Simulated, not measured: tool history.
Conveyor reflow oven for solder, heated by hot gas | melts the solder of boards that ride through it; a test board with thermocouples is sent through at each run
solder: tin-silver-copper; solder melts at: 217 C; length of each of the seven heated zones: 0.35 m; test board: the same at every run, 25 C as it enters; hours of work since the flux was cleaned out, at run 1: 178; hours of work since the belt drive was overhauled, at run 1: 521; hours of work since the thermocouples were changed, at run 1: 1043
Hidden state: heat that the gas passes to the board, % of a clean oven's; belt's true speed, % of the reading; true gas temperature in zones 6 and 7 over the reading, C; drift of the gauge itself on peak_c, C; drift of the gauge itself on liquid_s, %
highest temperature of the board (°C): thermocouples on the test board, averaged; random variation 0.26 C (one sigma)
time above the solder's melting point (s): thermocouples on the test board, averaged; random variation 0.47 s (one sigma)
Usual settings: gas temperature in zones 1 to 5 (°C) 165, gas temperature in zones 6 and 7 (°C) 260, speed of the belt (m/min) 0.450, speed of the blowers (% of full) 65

| run | hour | gas temperature in zones 1 to 5 (°C) | gas temperature in zones 6 and 7 (°C) | speed of the belt (m/min) | speed of the blowers (% of full) | hours of work since the flux was cleaned out | hours of work since the belt drive was overhauled | hours of work since the thermocouples were changed | highest temperature of the board (°C) | time above the solder's melting point (s) |
|---|---|---|---|---|---|---|---|---|---|---|
| 1 | 0.0 | 165 | 260 | 0.450 | 65 | 178 | 521 | 1043 | 244.2 | 57.3 |
| 2 | 38.3 | 165 | 260 | 0.450 | 65 | 205 | 548 | 1071 | 243.2 | 57.4 |
|  | 53.3 | thermocouples of zones 6 and 7 changed |
| 3 | 79.4 | 165 | 260 | 0.450 | 65 | 233 | 576 | 19 | 241.0 | 53.9 |
| 4 | 119.7 | 165 | 260 | 0.450 | 65 | 261 | 605 | 47 | 241.0 | 52.8 |
| 5 | 163.1 | 165 | 266 | 0.450 | 65 | 292 | 636 | 78 | 245.5 | 58.5 |
| 6 | 198.2 | 156 | 260 | 0.450 | 65 | 317 | 661 | 103 | 237.9 | 46.6 |
| 7 | 236.8 | 152 | 260 | 0.450 | 65 | 345 | 688 | 131 | 237.1 | 44.0 |
|  | 265.3 | flux residue cleaned out of gas plates and filters |
| 8 | 276.5 | 165 | 260 | 0.450 | 65 | 8 | 713 | 155 | 243.6 | 58.5 |
| 9 | 314.3 | 165 | 260 | 0.450 | 65 | 35 | 740 | 182 | 243.4 | 58.7 |
| 10 | 334.7 | 165 | 260 | 0.450 | 65 | 49 | 754 | 197 | 243.2 | 58.3 |
| 11 | 361.9 | 154 | 260 | 0.450 | 65 | 69 | 773 | 216 | 241.0 | 51.4 |
| 12 | 381.5 | 165 | 260 | 0.450 | 65 | 83 | 787 | 230 | 243.2 | 58.1 |
| 13 | 413.9 | 165 | 260 | 0.450 | 65 | 106 | 811 | 253 | 243.0 | 57.5 |
| 14 | 440.6 | 165 | 269 | 0.450 | 65 | 125 | 829 | 272 | 250.8 | 65.4 |
| 15 | 484.8 | 172 | 260 | 0.450 | 65 | 156 | 861 | 303 | 244.3 | 62.2 |
| 16 | 522.0 | 165 | 260 | 0.378 | 65 | 183 | 887 | 330 | 247.9 | 78.0 |
| 17 | 547.5 | 165 | 269 | 0.447 | 65 | 201 | 906 | 348 | 250.5 | 65.5 |
| 18 | 573.1 | 165 | 272 | 0.441 | 65 | 219 | 924 | 366 | 253.9 | 70.2 |
| 19 | 601.3 | 176 | 266 | 0.450 | 65 | 239 | 944 | 386 | 249.0 | 69.1 |
| 20 | 620.4 | 165 | 260 | 0.444 | 65 | 253 | 957 | 400 | 242.2 | 57.2 |
| 21 | 643.0 | 165 | 260 | 0.389 | 65 | 269 | 974 | 416 | 246.4 | 72.8 |
| 22 | 686.3 | 165 | 260 | 0.389 | 65 | 300 | 1004 | 447 | 246.8 | 73.5 |
| 23 | 720.8 | 179 | 267 | 0.479 | 77 | 324 | 1029 | 471 | 250.1 | 66.8 |
| 24 | 748.8 | 179 | 267 | 0.479 | 77 | 344 | 1049 | 491 | 250.0 | 66.9 |
| 25 | 770.5 | 171 | 260 | 0.444 | 83 | 360 | 1064 | 507 | 245.7 | 64.8 |
|  | 779.2 | flux residue cleaned out of gas plates and filters |
| 26 | 814.9 | 171 | 260 | 0.444 | 75 | 25 | 1092 | 535 | 247.8 | 68.3 |
| 27 | 841.9 | 151 | 262 | 0.450 | 65 | 45 | 1112 | 554 | 243.7 | 54.8 |
| 28 | 870.1 | 165 | 253 | 0.426 | 65 | 65 | 1132 | 574 | 240.4 | 58.6 |
| 29 | 915.3 | 165 | 267 | 0.517 | 65 | 97 | 1164 | 606 | 245.1 | 51.2 |
| 30 | 961.7 | 165 | 260 | 0.441 | 65 | 130 | 1197 | 639 | 244.7 | 62.8 |
| 31 | 986.9 | 152 | 260 | 0.499 | 65 | 148 | 1215 | 657 | 237.6 | 40.8 |

How the hidden state differs across the entries between the runs, from the last listed run before each to the first after it:
Between runs 2 and 3: thermocouples of zones 6 and 7 changed (hour 53.3)
  heat that the gas passes to the board, % of a clean oven's: 90.6 -> 89.7; belt's true speed, % of the reading: 98.48 -> 98.4; true gas temperature in zones 6 and 7 over the reading, C: 2.84 -> -0.02
  measured less the result without the state, highest temperature of the board (°C): +0.6 -> -2.1; time above the solder's melting point (s): +0.7 -> -2.5
Between runs 7 and 8: flux residue cleaned out of gas plates and filters (hour 265.3)
  heat that the gas passes to the board, % of a clean oven's: 85.5 -> 99.4; belt's true speed, % of the reading: 98.1 -> 98.03; true gas temperature in zones 6 and 7 over the reading, C: 0.3 -> 0.36
  measured less the result without the state, highest temperature of the board (°C): -3.3 -> +0.8; time above the solder's melting point (s): -4.8 -> +2.3
Between runs 25 and 26: flux residue cleaned out of gas plates and filters (hour 779.2)
  heat that the gas passes to the board, % of a clean oven's: 85.5 -> 98.8; belt's true speed, % of the reading: 97.08 -> 97; true gas temperature in zones 6 and 7 over the reading, C: 1.33 -> 1.41
  measured less the result without the state, highest temperature of the board (°C): -1.6 -> +1.8; time above the solder's melting point (s): -1.1 -> +4.2
